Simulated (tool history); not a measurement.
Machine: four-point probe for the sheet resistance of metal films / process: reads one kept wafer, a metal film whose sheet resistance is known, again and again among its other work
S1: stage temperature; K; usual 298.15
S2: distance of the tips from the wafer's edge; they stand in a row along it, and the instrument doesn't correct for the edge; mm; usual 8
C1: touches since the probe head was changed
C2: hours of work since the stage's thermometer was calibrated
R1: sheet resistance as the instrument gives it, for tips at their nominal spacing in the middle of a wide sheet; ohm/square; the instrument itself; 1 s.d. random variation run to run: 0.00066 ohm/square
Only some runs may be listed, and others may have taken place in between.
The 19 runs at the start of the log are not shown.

Run 20, day 31.683: usual settings but S1 291.15 K, S2 4 mm; C1 15936; C2 997. Result: R1 3.363887 ohm/square.
Run 21, day 33.758: usual settings but S1 291.15 K, S2 4 mm; C1 16730; C2 1022. Result: R1 3.363871 ohm/square.
Run 22, day 35.925: usual settings but S1 301.15 K, S2 4 mm; C1 17559; C2 1048. Result: R1 3.390822 ohm/square.
Run 23, day 37.292: usual settings but S1 295.15 K, S2 4 mm; C1 18082; C2 1065. Result: R1 3.376562 ohm/square.
Run 24, day 39.358: usual settings but S2 6 mm; C1 18873; C2 1090. Result: R1 3.32659 ohm/square.
Run 25, day 41.171: usual settings but S1 306.15 K; C1 19567; C2 1111. Result: R1 3.325421 ohm/square.
Run 26, day 42.233: usual settings but S1 299.15 K, S2 9 mm; C1 19974; C2 1124. Result: R1 3.302019 ohm/square.
Run 27, day 43.838: usual settings but S2 22 mm; C1 20588; C2 1144. Result: R1 3.283062 ohm/square.
Run 28, day 44.983: usual settings but S1 304.15 K, S2 31 mm; C1 21027; C2 1157. Result: R1 3.295649 ohm/square.
Run 29, day 46.475: usual settings but S1 304.15 K, S2 25 mm; C1 21598; C2 1175. Result: R1 3.297211 ohm/square.
Run 30, day 48.775: usual settings but S1 293.15 K, S2 18 mm; C1 22478; C2 1203. Result: R1 3.2708 ohm/square.
Run 31, day 50.154: usual settings but S1 299.15 K, S2 18 mm; C1 23006; C2 1220. Result: R1 3.286152 ohm/square.
Run 32, day 51.662: usual settings but S1 299.15 K, S2 18 mm; C1 23584; C2 1238. Result: R1 3.288287 ohm/square.
Run 33, day 53.279: usual settings but S1 299.15 K, S2 18 mm; C1 24203; C2 1257. Result: R1 3.287157 ohm/square.

Here are 3 independent what-if runs from the current tool condition. What would each one return?
Run A, day 55.242: usual settings but S1 306.15 K, S2 3 mm; C1 24954; C2 1281. Result: R1 ?.
Run B, day 55.242: usual settings but S1 294.15 K, S2 12 mm; C1 24954; C2 1281. Result: R1 ?.
Run C, day 55.242: usual settings but S1 299.15 K, S2 4 mm; C1 24954; C2 1281. Result: R1 ?.

run        R1
  A  3.484383
  B  3.281403
  C  3.388198
Take away the tool's hidden state, keep each run's random variation, and the runs would have read:
run        R1
  A  3.466473
  B  3.264527
  C  3.370786
